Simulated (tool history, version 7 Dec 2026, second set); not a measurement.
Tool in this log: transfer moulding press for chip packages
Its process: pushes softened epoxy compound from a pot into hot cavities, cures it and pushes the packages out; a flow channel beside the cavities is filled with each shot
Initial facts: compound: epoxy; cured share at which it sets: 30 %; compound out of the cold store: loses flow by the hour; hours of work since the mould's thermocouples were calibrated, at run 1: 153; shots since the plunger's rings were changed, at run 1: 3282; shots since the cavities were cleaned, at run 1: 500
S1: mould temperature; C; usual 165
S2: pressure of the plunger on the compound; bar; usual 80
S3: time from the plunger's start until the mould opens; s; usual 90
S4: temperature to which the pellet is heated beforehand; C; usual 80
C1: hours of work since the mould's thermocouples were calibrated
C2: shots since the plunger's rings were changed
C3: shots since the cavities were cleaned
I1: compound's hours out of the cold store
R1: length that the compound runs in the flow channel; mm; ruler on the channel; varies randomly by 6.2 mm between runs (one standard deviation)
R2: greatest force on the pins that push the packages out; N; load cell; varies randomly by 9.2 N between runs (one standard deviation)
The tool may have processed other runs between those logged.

Run 1, hour 0: usual settings; C1 153; C2 3282; C3 500; I1 38.3. Result: R1 643 mm, R2 673 N.
At hour 25.5: cavities cleaned with cleaning compound and waxed.
Run 2, hour 46.4: usual settings; C1 189; C2 4052; C3 359; I1 33.4. Result: R1 662 mm, R2 616 N.
At hour 76.9: cavities cleaned with cleaning compound and waxed.
Run 3, hour 114.4: usual settings; C1 242; C2 5192; C3 643; I1 35.5. Result: R1 633 mm, R2 716 N.
At hour 126.7: cavities cleaned with cleaning compound and waxed.
At hour 152.9: plunger's sealing rings changed.
At hour 181: cavities cleaned with cleaning compound and waxed.
Run 4, hour 181: usual settings but S1 161 C; C1 291; C2 455; C3 0; I1 46.9. Result: R1 633 mm, R2 540 N.
At hour 230.9: cavities cleaned with cleaning compound and waxed.
Run 5, hour 254.6: usual settings but S1 161 C; C1 349; C2 1692; C3 407; I1 42.3. Result: R1 645 mm, R2 849 N.
At hour 281.7: cavities cleaned with cleaning compound and waxed.
Run 6, hour 315.3: usual settings but S1 161 C; C1 396; C2 2707; C3 575; I1 44.1. Result: R1 622 mm, R2 874 N.
At hour 332.9: cavities cleaned with cleaning compound and waxed.
At hour 385.4: cavities cleaned with cleaning compound and waxed.
Run 7, hour 402.6: usual settings but S3 99 s; C1 463; C2 4152; C3 294; I1 45.3. Result: R1 608 mm, R2 541 N.
At hour 434.7: cavities cleaned with cleaning compound and waxed.
Run 8, hour 455.5: usual settings; C1 504; C2 5035; C3 357; I1 28.7. Result: R1 670 mm, R2 685 N.
At hour 483.4: cavities cleaned with cleaning compound and waxed.
At hour 495.6: mould's thermocouples calibrated.
At hour 503.3: plunger's sealing rings changed.
Run 9, hour 516.7: usual settings; C1 15; C2 228; C3 492; I1 20.7. Result: R1 770 mm, R2 674 N.
At hour 540.8: cavities cleaned with cleaning compound and waxed.
At hour 591.5: cavities cleaned with cleaning compound and waxed.
Run 10, hour 600.7: usual settings but S4 76 C; C1 80; C2 1619; C3 159; I1 40.3. Result: R1 640 mm, R2 518 N.
Run 11, hour 636.6: usual settings but S1 172 C; C1 108; C2 2234; C3 774; I1 28.4. Result: R1 680 mm, R2 535 N.
At hour 642.6: cavities cleaned with cleaning compound and waxed.
At hour 692.3: cavities cleaned with cleaning compound and waxed.
Run 12, hour 713.1: usual settings but S1 172 C; C1 167; C2 3495; C3 357; I1 42.2. Result: R1 604 mm, R2 476 N.
At hour 741: cavities cleaned with cleaning compound and waxed.
At hour 792.7: cavities cleaned with cleaning compound and waxed.
Run 13, hour 796.5: usual settings but S4 83 C; C1 231; C2 4873; C3 65; I1 11.4. Result: R1 765 mm, R2 501 N.
Run 14, hour 832.7: usual settings but S2 61 bar, S4 88 C; C1 260; C2 5494; C3 686; I1 37.3. Result: R1 547 mm, R2 660 N.
At hour 843.1: cavities cleaned with cleaning compound and waxed.
At hour 851.3: plunger's sealing rings changed.
At hour 896.6: cavities cleaned with cleaning compound and waxed.
Run 15, hour 905.8: usual settings but S2 99.3 bar, S3 124 s, S4 83 C; C1 314; C2 910; C3 158; I1 39.1. Result: R1 731 mm, R2 391 N.
Run 16, hour 940.5: usual settings but S2 62.3 bar, S3 103 s; C1 342; C2 1505; C3 753; I1 34.8. Result: R1 581 mm, R2 597 N.

Run 17 is up next; what results do you expect?
At hour 947.3: cavities cleaned with cleaning compound and waxed.
Run 17, hour 986.1: usual settings but S1 162 C, S2 62.3 bar, S3 103 s, S4 76 C; C1 377; C2 2260; C3 665; I1 11.5. Result: R1 ?, R2 ?.

R1: 712 mm
R2: 709 N
Had the tool carried no hidden state, the very same run would have given R1 732 mm, R2 417 N.

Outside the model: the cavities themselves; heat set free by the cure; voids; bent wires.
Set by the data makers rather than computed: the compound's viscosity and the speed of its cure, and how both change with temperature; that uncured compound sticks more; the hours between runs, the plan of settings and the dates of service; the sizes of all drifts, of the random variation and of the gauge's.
